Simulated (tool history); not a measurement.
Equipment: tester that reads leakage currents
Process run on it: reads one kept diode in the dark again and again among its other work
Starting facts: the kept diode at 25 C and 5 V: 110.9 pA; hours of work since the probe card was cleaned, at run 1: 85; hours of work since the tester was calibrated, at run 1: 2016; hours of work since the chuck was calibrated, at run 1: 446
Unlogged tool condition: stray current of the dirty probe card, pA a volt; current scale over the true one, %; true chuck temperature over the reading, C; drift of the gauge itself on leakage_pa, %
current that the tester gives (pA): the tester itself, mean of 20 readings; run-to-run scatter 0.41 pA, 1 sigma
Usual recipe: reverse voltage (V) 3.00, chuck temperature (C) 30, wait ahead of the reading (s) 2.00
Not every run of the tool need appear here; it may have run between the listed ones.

run	hour	reverse voltage (V)	chuck temperature (C)	wait ahead of the reading (s)	hours of work since the probe card was cleaned	hours of work since the tester was calibrated	hours of work since the chuck was calibrated	current that the tester gives (pA)
1	0.0	3.00	30	2.00	85	2016	446	144.58
2	135.9	3.00	29	2.00	145	2076	505	134.63
3	312.9	3.00	29	2.00	222	2154	583	136.21
4	414.8	3.00	30	2.00	267	2198	628	149.24
5	550.1	3.00	30	1.83	326	2258	687	150.57
6	667.2	3.00	30	1.83	378	2309	738	152.58
7	795.3	3.00	30	4.06	434	2365	794	152.67
8	901.2	3.00	30	4.06	480	2411	841	154.26
9	1015.2	3.00	24	2.00	530	2462	891	95.32
10	1107.2	3.00	24	0.41	571	2502	931	98.38
11	1278.4	3.00	24	0.41	646	2577	1006	99.73
12	1430.4	3.00	30	2.00	712	2644	1073	160.15
# hour 1552.2: chuck's temperature calibrated
13	1581.7	3.00	30	2.00	778	2709	13	143.41
14	1710.3	3.00	30	2.00	834	2765	69	145.68
15	1811.1	3.00	30	2.00	879	2810	114	146.03
16	1930.5	3.00	30	2.00	931	2862	166	147.81
17	2061.5	3.00	30	2.00	988	2919	223	149.23
# hour 2199.5: tester calibrated
18	2230.9	3.00	30	2.17	1062	14	297	146.06
19	2327.1	3.00	30	2.17	1104	56	339	147.28
20	2432.8	18.12	30	2.00	1150	102	385	353.68
21	2569.6	3.00	31	2.00	1210	162	445	162.25
22	2733.8	4.71	34	3.75	1282	234	517	254.69
23	2843.5	4.71	34	3.75	1330	282	565	255.61

Run 24 is up next; what results do you expect?
24	2969.7	14.65	59	2.00	1386	338	621	?

{"run 24": {"current that the tester gives (pA)": 2656.75}}
The same run, on a tool lacking any hidden state, would have yielded current that the tester gives (pA) 2465.80.
